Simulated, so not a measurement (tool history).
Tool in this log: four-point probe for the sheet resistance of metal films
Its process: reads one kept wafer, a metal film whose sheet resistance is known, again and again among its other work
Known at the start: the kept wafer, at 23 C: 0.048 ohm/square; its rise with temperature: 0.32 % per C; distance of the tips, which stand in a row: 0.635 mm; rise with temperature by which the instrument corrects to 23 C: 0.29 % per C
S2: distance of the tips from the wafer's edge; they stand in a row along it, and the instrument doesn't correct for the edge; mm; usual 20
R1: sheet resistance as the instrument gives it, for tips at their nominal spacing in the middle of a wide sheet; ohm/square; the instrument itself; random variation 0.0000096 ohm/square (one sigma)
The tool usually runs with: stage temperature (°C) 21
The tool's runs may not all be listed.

run 1 hour=0.0 | stage_temperature_(°C)=21 S2=20 | R1=0.047998
run 2 hour=12.2 | stage_temperature_(°C)=21 S2=20 | R1=0.047984
run 3 hour=32.6 | stage_temperature_(°C)=21 S2=20 | R1=0.047980
run 4 hour=43.1 | stage_temperature_(°C)=21 S2=20 | R1=0.047991
run 5 hour=58.0 | stage_temperature_(°C)=30 S2=20 | R1=0.048121
run 6 hour=79.6 | stage_temperature_(°C)=30 S2=20 | R1=0.048124
run 7 hour=89.5 | stage_temperature_(°C)=34 S2=20 | R1=0.048200
run 8 hour=100.3 | stage_temperature_(°C)=21 S2=20 | R1=0.047979
run 9 hour=118.7 | stage_temperature_(°C)=21 S2=6 | R1=0.048255
run 10 hour=136.8 | stage_temperature_(°C)=21 S2=20 | R1=0.048006
run 11 hour=145.7 | stage_temperature_(°C)=27 S2=20 | R1=0.048077
run 12 hour=163.1 | stage_temperature_(°C)=27 S2=20 | R1=0.048084
run 13 hour=179.2 | stage_temperature_(°C)=27 S2=20 | R1=0.048084
run 14 hour=189.1 | stage_temperature_(°C)=27 S2=20 | R1=0.048068
run 15 hour=200.3 | stage_temperature_(°C)=26 S2=45 | R1=0.048054
run 16 hour=213.6 | stage_temperature_(°C)=26 S2=8 | R1=0.048186
run 17 hour=223.8 | stage_temperature_(°C)=32 S2=5 | R1=0.048547
run 18 hour=238.7 | stage_temperature_(°C)=21 S2=4 | R1=0.048611
run 19 hour=257.8 | stage_temperature_(°C)=27 S2=10 | R1=0.048169
run 20 hour=276.7 | stage_temperature_(°C)=30 S2=63 | R1=0.048097
run 21 hour=296.0 | stage_temperature_(°C)=30 S2=63 | R1=0.048096
run 22 hour=310.7 | stage_temperature_(°C)=35 S2=63 | R1=0.048180
run 23 hour=323.8 | stage_temperature_(°C)=28 S2=31 | R1=0.048078
run 24 hour=339.5 | stage_temperature_(°C)=25 S2=8 | R1=0.048188
run 25 hour=355.2 | stage_temperature_(°C)=25 S2=8 | R1=0.048204

Below are 3 alternative next runs, each starting from the tool's condition after run 25. Predict each:
run A hour=366.7 | stage_temperature_(°C)=33 S2=8 | R1=?
run B hour=366.7 | stage_temperature_(°C)=24 S2=49 | R1=?
run C hour=366.7 | stage_temperature_(°C)=33 S2=22 | R1=?

run=A R1=0.048324
run=B R1=0.047996
run=C R1=0.048145
The same runs, with their run-to-run variation unchanged, on a tool lacking any hidden condition would have given:
run=A R1=0.048328
run=B R1=0.048000
run=C R1=0.048149
